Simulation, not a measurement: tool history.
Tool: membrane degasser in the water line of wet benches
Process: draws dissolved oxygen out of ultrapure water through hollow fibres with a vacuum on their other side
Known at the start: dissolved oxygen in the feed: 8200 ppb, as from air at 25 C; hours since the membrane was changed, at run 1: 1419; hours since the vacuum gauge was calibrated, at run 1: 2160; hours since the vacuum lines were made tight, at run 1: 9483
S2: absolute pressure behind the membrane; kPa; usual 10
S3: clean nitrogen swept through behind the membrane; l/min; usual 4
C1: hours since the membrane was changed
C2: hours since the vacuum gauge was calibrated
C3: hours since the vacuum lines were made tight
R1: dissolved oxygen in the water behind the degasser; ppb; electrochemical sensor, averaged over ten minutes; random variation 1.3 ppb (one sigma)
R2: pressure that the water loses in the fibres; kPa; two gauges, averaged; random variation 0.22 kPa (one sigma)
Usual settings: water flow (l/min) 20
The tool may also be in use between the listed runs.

Run 1, day 0: usual settings; C1 1419; C2 2160; C3 9483. Result: R1 127.8 ppb, R2 54.24 kPa.
Run 2, day 1.475: usual settings; C1 1454; C2 2195; C3 9518. Result: R1 126.2 ppb, R2 54.47 kPa.
Run 3, day 3.146: usual settings but S2 12.4 kPa; C1 1494; C2 2235; C3 9558. Result: R1 154.1 ppb, R2 54.3 kPa.
Run 4, day 4.404: usual settings; C1 1524; C2 2265; C3 9589. Result: R1 124.8 ppb, R2 54.23 kPa.
Run 5, day 5.654: usual settings; C1 1555; C2 2295; C3 9619. Result: R1 126.8 ppb, R2 54.72 kPa.
Run 6, day 7.825: usual settings; C1 1607; C2 2347; C3 9671. Result: R1 125.1 ppb, R2 54.44 kPa.
Run 7, day 9.267: usual settings but S3 11.62 l/min; C1 1641; C2 2382; C3 9705. Result: R1 72.1 ppb, R2 54.29 kPa.
Run 8, day 10.467: usual settings but water flow (l/min) 25, S3 11.62 l/min; C1 1670; C2 2411; C3 9734. Result: R1 121.4 ppb, R2 67.68 kPa.
Run 9, day 12.321: usual settings but water flow (l/min) 25, S3 2.66 l/min; C1 1714; C2 2455; C3 9779. Result: R1 238.8 ppb, R2 67.79 kPa.
At day 12.55: vacuum gauge calibrated.
Run 10, day 13.992: usual settings but S2 21.6 kPa; C1 1754; C2 35; C3 9818. Result: R1 263 ppb, R2 54.67 kPa.
Run 11, day 15.825: usual settings; C1 1798; C2 79; C3 9862. Result: R1 126.8 ppb, R2 54.6 kPa.

The next listed run, before its measurement:
Run 12, day 17.533: usual settings; C1 1839; C2 120; C3 9903. Result: R1 ?, R2 ?.

{"run 12": {"R1": 125.5, "R2": 54.29}}
Without the tool's hidden state the same run would have given R1 121.6 ppb, R2 53.78 kPa.
